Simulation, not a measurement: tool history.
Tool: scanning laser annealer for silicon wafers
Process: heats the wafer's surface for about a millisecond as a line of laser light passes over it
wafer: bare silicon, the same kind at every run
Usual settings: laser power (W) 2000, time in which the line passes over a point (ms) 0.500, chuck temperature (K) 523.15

run   hour  laser power (W)  time in which the line passes over a point (ms)  chuck temperature (K)  highest temperature of the surface (K)
  1    0.0             2000                                            0.500                 523.15                                 1279.15
  2   10.5             2000                                            0.500                 523.15                                 1276.15
  3   18.0             2000                                            0.500                 512.15                                 1269.15
  4   29.2             2000                                            0.453                 523.15                                 1233.15
  5   36.1             1771                                            0.500                 523.15                                 1172.15
  6   46.9             1771                                            0.500                 523.15                                 1174.15
      50.7  -- laser's power meter calibrated
  7   62.7             1771                                            0.500                 523.15                                 1176.15
  8   73.9             2165                                            0.500                 523.15                                 1350.15
  9   82.7             2165                                            0.500                 523.15                                 1348.15
 10   89.8             2165                                            0.500                 523.15                                 1350.15
 11  100.5             2165                                            0.500                 523.15                                 1346.15
 12  110.6             2165                                            0.500                 523.15                                 1347.15
     115.9  -- laser's power meter calibrated, once more
 13  119.9             2165                                            0.500                 523.15                                 1349.15
 14  127.3             2165                                            0.500                 523.15                                 1350.15
 15  135.5             2165                                            0.500                 523.15                                 1348.15
 16  142.3             1863                                            0.500                 523.15                                 1211.15
 17  154.9             1863                                            0.500                 523.15                                 1215.15
 18  168.7             1850                                            0.500                 553.15                                 1240.15
 19  179.4             1998                                            0.552                 523.15                                 1318.15
 20  191.5             2000                                            0.611                 523.15                                 1366.15

5 ways to go on from here, each from the tool as it stands after run 20. What would each give?
  A  198.1             2098                                            0.577                 517.15                                       ?
  B  198.1             2000                                            0.368                 523.15                                       ?
  C  198.1             1959                                            0.474                 486.15                                       ?
  D  198.1             1907                                            0.467                 552.15                                       ?
  E  198.1             2126                                            0.611                 529.15                                       ?

run  highest temperature of the surface (K)
  A                                 1383.15
  B                                 1148.15
  C                                 1196.15
  D                                 1230.15
  E                                 1436.15
Without the tool's hidden state the same runs would have given:
run  highest temperature of the surface (K)
  A                                 1434.15
  B                                 1185.15
  C                                 1238.15
  D                                 1270.15
  E                                 1489.15
